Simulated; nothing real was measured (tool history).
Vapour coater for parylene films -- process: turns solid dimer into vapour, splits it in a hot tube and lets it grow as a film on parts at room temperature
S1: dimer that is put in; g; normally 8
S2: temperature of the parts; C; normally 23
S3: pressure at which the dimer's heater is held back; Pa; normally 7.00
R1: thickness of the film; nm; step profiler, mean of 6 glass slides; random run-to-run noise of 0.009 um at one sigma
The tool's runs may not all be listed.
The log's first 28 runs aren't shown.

Run 29, day 12.700: usual settings but S1 5 g, S2 16 C. Result: R1 3099 nm.
Run 30, day 13.175: usual settings but S1 5 g, S2 16 C. Result: R1 3111 nm.
Run 31, day 13.475: usual settings but S1 5 g, S2 16 C. Result: R1 3100 nm.
Run 32, day 14.167: usual settings but S2 21 C, S3 2.94 Pa. Result: R1 4922 nm.
Run 33, day 14.783: usual settings but S1 3 g. Result: R1 1619 nm.
Run 34, day 15.158: usual settings but S1 3 g, S2 17 C. Result: R1 1832 nm.
Run 35, day 15.775: usual settings but S1 3 g, S2 17 C. Result: R1 1837 nm.
Run 36, day 16.317: usual settings but S2 20 C, S3 7.69 Pa. Result: R1 4545 nm.
Run 37, day 16.675: usual settings but S1 4 g, S2 16 C, S3 5.09 Pa. Result: R1 2581 nm.
Run 38, day 17.350: usual settings but S1 4 g, S2 16 C, S3 5.09 Pa. Result: R1 2581 nm.
Run 39, day 17.700: usual settings but S1 11 g, S2 25 C, S3 3.08 Pa. Result: R1 6203 nm.
Run 40, day 18.146: usual settings but S1 11 g, S2 25 C, S3 3.08 Pa. Result: R1 6185 nm.
At day 18.642: gauge calibrated.
Run 41, day 18.762: usual settings but S1 11 g, S2 21 C, S3 2.31 Pa. Result: R1 6793 nm.
Run 42, day 19.279: usual settings but S2 18 C. Result: R1 4676 nm.
Run 43, day 19.908: usual settings but S3 2.26 Pa. Result: R1 4756 nm.
At day 20.392: trap's valve overhauled.
Run 44, day 20.704: usual settings but S1 6 g, S2 17 C, S3 3.35 Pa. Result: R1 3897 nm.
Run 45, day 21.000: usual settings but S1 4 g, S3 6.24 Pa. Result: R1 2136 nm.
Run 46, day 21.433: usual settings but S1 4 g, S2 20 C, S3 6.24 Pa. Result: R1 2273 nm.

3 options for the next run, each taken on its own from the tool as it stands now. Forecast them:
Run A, day 22.121: usual settings but S1 3 g, S2 17 C, S3 3.58 Pa. Result: R1 ?.
Run B, day 22.121: usual settings but S2 16 C, S3 4.63 Pa. Result: R1 ?.
Run C, day 22.121: usual settings but S1 4 g, S2 22 C, S3 6.24 Pa. Result: R1 ?.

run    R1
  A  1937
  B  5143
  C  2193
Take away the tool's hidden state, keep each run's random variation, and the runs would have read:
run    R1
  A  1929
  B  5121
  C  2184

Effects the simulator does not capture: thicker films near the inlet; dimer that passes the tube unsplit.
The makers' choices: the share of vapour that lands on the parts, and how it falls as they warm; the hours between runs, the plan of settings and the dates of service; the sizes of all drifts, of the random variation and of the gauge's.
